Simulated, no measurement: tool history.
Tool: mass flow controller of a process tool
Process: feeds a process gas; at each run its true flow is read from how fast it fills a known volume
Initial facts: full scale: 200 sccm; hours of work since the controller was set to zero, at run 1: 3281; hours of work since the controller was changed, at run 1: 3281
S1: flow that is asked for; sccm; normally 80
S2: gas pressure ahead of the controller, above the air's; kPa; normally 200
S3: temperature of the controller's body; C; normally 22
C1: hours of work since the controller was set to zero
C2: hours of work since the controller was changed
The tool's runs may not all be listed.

{"run": 1, "hour": 0.0, "S1": 80, "S2": 200, "S3": 22, "C1": 3281, "C2": 3281, "true flow (%)": 97.72}
{"run": 2, "hour": 292.9, "S1": 80, "S2": 200, "S3": 22, "C1": 3413, "C2": 3413, "true flow (%)": 97.66}
{"run": 3, "hour": 782.1, "S1": 80, "S2": 200, "S3": 22, "C1": 3634, "C2": 3634, "true flow (%)": 97.76}
{"run": 4, "hour": 1322.2, "S1": 80, "S2": 200, "S3": 22, "C1": 3878, "C2": 3878, "true flow (%)": 97.62}
{"run": 5, "hour": 1762.6, "S1": 80, "S2": 200, "S3": 22, "C1": 4077, "C2": 4077, "true flow (%)": 97.62}
{"hour": 1989.6, "done": "controller's zero set anew"}
{"run": 6, "hour": 2181.3, "S1": 80, "S2": 200, "S3": 22, "C1": 87, "C2": 4266, "true flow (%)": 96.39}
{"run": 7, "hour": 2421.2, "S1": 80, "S2": 200, "S3": 22, "C1": 195, "C2": 4374, "true flow (%)": 96.42}
{"run": 8, "hour": 2856.7, "S1": 80, "S2": 200, "S3": 22, "C1": 392, "C2": 4571, "true flow (%)": 96.25}
{"hour": 2942.9, "done": "controller's zero set anew, once more"}
{"run": 9, "hour": 3241.9, "S1": 80, "S2": 206, "S3": 22, "C1": 135, "C2": 4745, "true flow (%)": 99.41}
{"run": 10, "hour": 3604.3, "S1": 80, "S2": 206, "S3": 22, "C1": 299, "C2": 4908, "true flow (%)": 99.53}
{"run": 11, "hour": 3841.3, "S1": 80, "S2": 206, "S3": 22, "C1": 406, "C2": 5015, "true flow (%)": 99.52}
{"run": 12, "hour": 4328.9, "S1": 80, "S2": 231, "S3": 22, "C1": 626, "C2": 5236, "true flow (%)": 99.36}
{"run": 13, "hour": 4607.8, "S1": 80, "S2": 200, "S3": 22, "C1": 752, "C2": 5361, "true flow (%)": 99.51}
{"run": 14, "hour": 4866.6, "S1": 80, "S2": 200, "S3": 22, "C1": 869, "C2": 5478, "true flow (%)": 99.41}
{"run": 15, "hour": 5092.1, "S1": 80, "S2": 200, "S3": 22, "C1": 971, "C2": 5580, "true flow (%)": 99.53}
{"run": 16, "hour": 5631.2, "S1": 80, "S2": 200, "S3": 22, "C1": 1214, "C2": 5824, "true flow (%)": 99.48}
{"run": 17, "hour": 6138.5, "S1": 27, "S2": 226, "S3": 22, "C1": 1443, "C2": 6053, "true flow (%)": 97.37}
{"run": 18, "hour": 6457.8, "S1": 27, "S2": 226, "S3": 22, "C1": 1587, "C2": 6197, "true flow (%)": 97.2}
{"run": 19, "hour": 6910.3, "S1": 196, "S2": 200, "S3": 39, "C1": 1792, "C2": 6401, "true flow (%)": 102.28}
{"run": 20, "hour": 7285.5, "S1": 80, "S2": 280, "S3": 25, "C1": 1961, "C2": 6571, "true flow (%)": 98.99}
{"run": 21, "hour": 7724.5, "S1": 110, "S2": 233, "S3": 22, "C1": 2159, "C2": 6769, "true flow (%)": 99.64}
{"run": 22, "hour": 8027.9, "S1": 110, "S2": 233, "S3": 22, "C1": 2296, "C2": 6906, "true flow (%)": 99.69}
{"run": 23, "hour": 8558.8, "S1": 110, "S2": 233, "S3": 22, "C1": 2536, "C2": 7146, "true flow (%)": 99.53}
{"run": 24, "hour": 9112.4, "S1": 80, "S2": 268, "S3": 21, "C1": 2786, "C2": 7396, "true flow (%)": 98.62}
{"run": 25, "hour": 9450.6, "S1": 80, "S2": 200, "S3": 25, "C1": 2939, "C2": 7548, "true flow (%)": 99.41}
{"run": 26, "hour": 9988.4, "S1": 80, "S2": 200, "S3": 25, "C1": 3182, "C2": 7791, "true flow (%)": 99.29}
{"run": 27, "hour": 10337.2, "S1": 80, "S2": 172, "S3": 27, "C1": 3339, "C2": 7949, "true flow (%)": 99.59}

Predict the results of run 28:
{"run": 28, "hour": 10621.0, "S1": 92, "S2": 200, "S3": 22, "C1": 3467, "C2": 8077, "true flow (%)": "?"}

Run 28 gave true flow (%) 99.36.
Without the tool's hidden state the same run would have given true flow (%) 98.84.
